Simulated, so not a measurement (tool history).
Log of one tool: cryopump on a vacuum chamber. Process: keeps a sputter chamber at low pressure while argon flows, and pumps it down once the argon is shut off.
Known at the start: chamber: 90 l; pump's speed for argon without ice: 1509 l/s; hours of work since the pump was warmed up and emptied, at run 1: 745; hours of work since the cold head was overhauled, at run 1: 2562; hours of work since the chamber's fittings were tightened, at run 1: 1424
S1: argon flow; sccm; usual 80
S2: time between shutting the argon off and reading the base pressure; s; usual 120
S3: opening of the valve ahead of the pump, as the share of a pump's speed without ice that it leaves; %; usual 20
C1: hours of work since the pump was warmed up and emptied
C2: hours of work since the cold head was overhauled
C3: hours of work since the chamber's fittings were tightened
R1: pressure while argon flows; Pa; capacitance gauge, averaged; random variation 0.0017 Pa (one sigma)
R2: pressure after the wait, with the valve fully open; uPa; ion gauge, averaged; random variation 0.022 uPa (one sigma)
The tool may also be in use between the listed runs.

{"run": 1, "hour": 0.0, "S1": 80, "S2": 120, "S3": 20, "C1": 745, "C2": 2562, "C3": 1424, "R1": 0.4649, "R2": 2.67}
{"hour": 86.1, "done": "pump warmed up, emptied and cooled again"}
{"run": 2, "hour": 96.0, "S1": 80, "S2": 120, "S3": 20, "C1": 8, "C2": 2636, "C3": 1498, "R1": 0.4494, "R2": 2.53}
{"hour": 102.2, "done": "leaking fittings of the chamber tightened, without venting"}
{"run": 3, "hour": 148.4, "S1": 80, "S2": 120, "S3": 20, "C1": 49, "C2": 2676, "C3": 37, "R1": 0.4519, "R2": 0.63}
{"run": 4, "hour": 187.1, "S1": 71, "S2": 120, "S3": 20, "C1": 80, "C2": 2707, "C3": 68, "R1": 0.4001, "R2": 0.65}
{"run": 5, "hour": 280.7, "S1": 71, "S2": 120, "S3": 20, "C1": 155, "C2": 2783, "C3": 144, "R1": 0.402, "R2": 0.76}
{"run": 6, "hour": 347.8, "S1": 71, "S2": 120, "S3": 20, "C1": 209, "C2": 2837, "C3": 198, "R1": 0.3996, "R2": 0.84}
{"run": 7, "hour": 389.5, "S1": 71, "S2": 120, "S3": 20, "C1": 243, "C2": 2870, "C3": 231, "R1": 0.4054, "R2": 0.84}
{"run": 8, "hour": 431.7, "S1": 71, "S2": 120, "S3": 20, "C1": 277, "C2": 2904, "C3": 265, "R1": 0.4043, "R2": 0.93}
{"run": 9, "hour": 492.3, "S1": 71, "S2": 120, "S3": 51, "C1": 325, "C2": 2953, "C3": 314, "R1": 0.1633, "R2": 0.99}
{"run": 10, "hour": 566.9, "S1": 71, "S2": 120, "S3": 51, "C1": 386, "C2": 3013, "C3": 374, "R1": 0.1634, "R2": 1.07}
{"run": 11, "hour": 624.8, "S1": 61, "S2": 120, "S3": 20, "C1": 432, "C2": 3060, "C3": 421, "R1": 0.347, "R2": 1.09}
{"run": 12, "hour": 685.5, "S1": 40, "S2": 22, "S3": 20, "C1": 481, "C2": 3109, "C3": 470, "R1": 0.2286, "R2": 2.88}
{"run": 13, "hour": 766.5, "S1": 47, "S2": 151, "S3": 58, "C1": 546, "C2": 3174, "C3": 535, "R1": 0.0977, "R2": 1.18}
{"run": 14, "hour": 858.2, "S1": 142, "S2": 89, "S3": 26, "C1": 620, "C2": 3248, "C3": 609, "R1": 0.6332, "R2": 1.54}
{"run": 15, "hour": 913.4, "S1": 80, "S2": 87, "S3": 22, "C1": 665, "C2": 3292, "C3": 653, "R1": 0.4182, "R2": 1.68}
{"run": 16, "hour": 992.2, "S1": 80, "S2": 87, "S3": 22, "C1": 728, "C2": 3356, "C3": 717, "R1": 0.4262, "R2": 1.71}
{"run": 17, "hour": 1060.2, "S1": 80, "S2": 87, "S3": 22, "C1": 783, "C2": 3410, "C3": 771, "R1": 0.4251, "R2": 1.76}
{"hour": 1098.9, "done": "pump warmed up, emptied and cooled again"}
{"run": 18, "hour": 1134.2, "S1": 97, "S2": 120, "S3": 18, "C1": 28, "C2": 3466, "C3": 827, "R1": 0.6091, "R2": 1.61}
{"run": 19, "hour": 1228.6, "S1": 97, "S2": 120, "S3": 18, "C1": 104, "C2": 3542, "C3": 903, "R1": 0.6134, "R2": 1.68}
{"run": 20, "hour": 1306.2, "S1": 47, "S2": 101, "S3": 32, "C1": 167, "C2": 3605, "C3": 966, "R1": 0.168, "R2": 1.76}
{"run": 21, "hour": 1394.4, "S1": 39, "S2": 125, "S3": 45, "C1": 238, "C2": 3676, "C3": 1037, "R1": 0.1014, "R2": 1.9}
{"run": 22, "hour": 1477.0, "S1": 142, "S2": 86, "S3": 57, "C1": 304, "C2": 3742, "C3": 1103, "R1": 0.2938, "R2": 2.11}

Hidden state or all else? Some run-to-run changes of R1, split into what the settings, what came in and random variation would give without the hidden state, and what is left for the hidden state (with any gauge scatter that isn't in both results):
The hidden state here: pump's speed, % of a pump's without ice; cold plate's temperature, K; leak into the chamber, uPa l/s; drift of the gauge itself on working_pa, %; drift of the gauge itself on base_upa, %.
Run 1 -> 2: pump warmed up, emptied and cooled again. R1 -0.0155 Pa: hidden state -0.0124, all else -0.0031.
Run 13 -> 14: S1 47 -> 142, S2 151 -> 89, S3 58 -> 26. R1 +0.5355 Pa: hidden state +0.0162, all else +0.5193.
Run 19 -> 20: S1 97 -> 47, S2 120 -> 101, S3 18 -> 32. R1 -0.4454 Pa: hidden state -0.0027, all else -0.4427.
